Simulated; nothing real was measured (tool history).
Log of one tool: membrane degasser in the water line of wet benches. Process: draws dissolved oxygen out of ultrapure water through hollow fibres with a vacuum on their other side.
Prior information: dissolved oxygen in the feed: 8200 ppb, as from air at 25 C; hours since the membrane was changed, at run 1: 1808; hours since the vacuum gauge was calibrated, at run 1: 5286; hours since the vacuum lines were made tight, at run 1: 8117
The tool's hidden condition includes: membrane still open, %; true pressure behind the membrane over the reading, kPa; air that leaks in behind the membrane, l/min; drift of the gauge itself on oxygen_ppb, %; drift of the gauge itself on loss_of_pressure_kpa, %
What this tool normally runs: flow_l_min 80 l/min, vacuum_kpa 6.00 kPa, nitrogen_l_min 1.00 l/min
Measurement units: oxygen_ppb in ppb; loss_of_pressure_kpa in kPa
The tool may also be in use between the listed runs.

run	hour	flow_l_min	vacuum_kpa	nitrogen_l_min	hours since the membrane was changed	hours since the vacuum gauge was calibrated	hours since the vacuum lines were made tight	oxygen_ppb	loss_of_pressure_kpa
1	0.0	80	6.00	1.00	1808	5286	8117	412.5	57.14
2	52.9	80	6.00	1.00	1861	5339	8170	410.7	56.76
3	123.6	80	6.00	1.00	1932	5409	8241	414.6	57.23
4	189.6	80	6.00	1.00	1998	5475	8307	410.6	57.58
5	258.8	80	6.00	1.00	2067	5545	8376	411.8	57.30
6	294.4	80	14.10	1.00	2103	5580	8412	1325.5	57.58
7	349.0	80	6.00	2.66	2157	5635	8466	219.0	57.15
8	413.0	80	6.00	2.66	2221	5699	8530	220.7	57.39
9	473.4	80	6.00	2.66	2282	5759	8591	218.0	57.22
# hour 479.1: vacuum gauge calibrated
10	536.9	80	6.00	2.66	2345	58	8654	222.3	57.45
# hour 592.2: vacuum gauge calibrated, once more
11	606.6	80	6.00	1.26	2414	14	8723	351.8	57.65
12	637.0	100	6.00	1.00	2444	45	8753	495.7	72.00
13	673.5	57	6.00	1.00	2481	81	8790	300.9	41.03
14	713.4	80	6.00	1.00	2521	121	8830	399.1	57.69
15	783.3	80	6.00	1.00	2591	191	8900	402.8	57.60
16	822.9	80	6.00	1.00	2630	231	8939	400.7	57.71
17	880.8	57	4.04	0.55	2688	289	8997	144.2	40.80
18	919.2	65	12.53	1.00	2727	327	9035	1009.6	46.66
19	953.8	80	3.83	2.69	2761	362	9070	81.5	57.43
20	1005.1	80	9.40	2.22	2812	413	9121	478.5	57.96
21	1066.4	80	9.40	2.22	2874	474	9183	474.7	57.93
22	1134.4	53	11.27	0.93	2942	542	9251	798.0	38.20
23	1200.0	53	11.27	2.05	3007	608	9316	437.1	38.44
24	1254.0	93	11.94	0.44	3061	662	9370	1818.1	67.15
25	1310.2	71	9.85	0.93	3118	718	9427	819.3	50.74
26	1378.0	118	3.63	1.46	3185	786	9494	199.4	85.09
27	1436.6	118	4.98	1.54	3244	844	9553	361.2	84.69
28	1495.9	118	4.98	1.54	3303	904	9612	362.9	85.19
29	1529.9	88	4.98	1.51	3337	938	9646	247.1	63.30
30	1571.6	88	4.98	1.51	3379	979	9688	246.4	63.87
31	1610.7	88	4.98	0.80	3418	1019	9727	344.7	63.82
32	1676.0	49	8.09	1.00	3483	1084	9792	448.5	35.41

4 options for the next run, each taken on its own from the tool as it stands now. Forecast them:
A	1712.9	70	8.01	0.42	3520	1121	9829	?	?
B	1712.9	80	5.93	1.00	3520	1121	9829	?	?
C	1712.9	59	3.82	0.44	3520	1121	9829	?	?
D	1712.9	80	6.00	0.57	3520	1121	9829	?	?

run	oxygen_ppb	loss_of_pressure_kpa
A	939.7	50.90
B	396.3	57.93
C	131.9	42.85
D	546.7	58.05
The same runs, with their run-to-run variation unchanged, on a tool lacking any hidden condition would have given:
run	oxygen_ppb	loss_of_pressure_kpa
A	935.7	49.84
B	387.4	56.73
C	123.0	41.96
D	537.7	56.85
